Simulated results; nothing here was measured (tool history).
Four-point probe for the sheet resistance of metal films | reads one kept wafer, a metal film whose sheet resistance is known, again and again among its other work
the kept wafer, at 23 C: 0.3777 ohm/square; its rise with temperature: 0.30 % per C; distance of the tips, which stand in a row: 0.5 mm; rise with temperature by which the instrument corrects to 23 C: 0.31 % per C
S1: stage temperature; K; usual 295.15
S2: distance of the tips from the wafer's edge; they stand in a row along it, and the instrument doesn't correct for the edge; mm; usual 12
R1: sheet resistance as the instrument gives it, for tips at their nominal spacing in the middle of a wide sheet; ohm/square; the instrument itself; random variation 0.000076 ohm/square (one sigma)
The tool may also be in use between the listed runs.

Run 1, hour 0: usual settings. Result: R1 0.375191 ohm/square.
Run 2, hour 28: usual settings but S2 24 mm. Result: R1 0.374917 ohm/square.
Run 3, hour 63.8: usual settings but S2 24 mm. Result: R1 0.374811 ohm/square.
Run 4, hour 92: usual settings but S2 69 mm. Result: R1 0.374734 ohm/square.
Run 5, hour 122.5: usual settings but S2 69 mm. Result: R1 0.374702 ohm/square.
Run 6, hour 148.3: usual settings but S2 69 mm. Result: R1 0.374656 ohm/square.
Run 7, hour 169.8: usual settings but S1 297.15 K, S2 63 mm. Result: R1 0.374474 ohm/square.
At hour 197.7: new probe head fitted.
Run 8, hour 209.4: usual settings but S1 301.15 K, S2 41 mm. Result: R1 0.375783 ohm/square.
Run 9, hour 254.4: usual settings but S1 298.15 K. Result: R1 0.376273 ohm/square.
Run 10, hour 276.3: usual settings but S1 292.15 K, S2 43 mm. Result: R1 0.376164 ohm/square.
Run 11, hour 312.2: usual settings but S1 305.15 K, S2 5 mm. Result: R1 0.377466 ohm/square.
Run 12, hour 331.4: usual settings but S1 306.15 K, S2 7 mm. Result: R1 0.376286 ohm/square.

4 ways to go on from here, each from the tool as it stands after run 12. What would each give?
Run A, hour 352.9: usual settings but S1 294.15 K, S2 16 mm. Result: R1 ?.
Run B, hour 352.9: usual settings but S1 298.15 K, S2 11 mm. Result: R1 ?.
Run C, hour 352.9: usual settings but S1 307.15 K, S2 7 mm. Result: R1 ?.
Run D, hour 352.9: usual settings but S1 291.15 K. Result: R1 ?.

run        R1
  A  0.376301
  B  0.376109
  C  0.376191
  D  0.376538
Without the tool's hidden state the same runs would have given:
run        R1
  A  0.378179
  B  0.377984
  C  0.378063
  D  0.378417

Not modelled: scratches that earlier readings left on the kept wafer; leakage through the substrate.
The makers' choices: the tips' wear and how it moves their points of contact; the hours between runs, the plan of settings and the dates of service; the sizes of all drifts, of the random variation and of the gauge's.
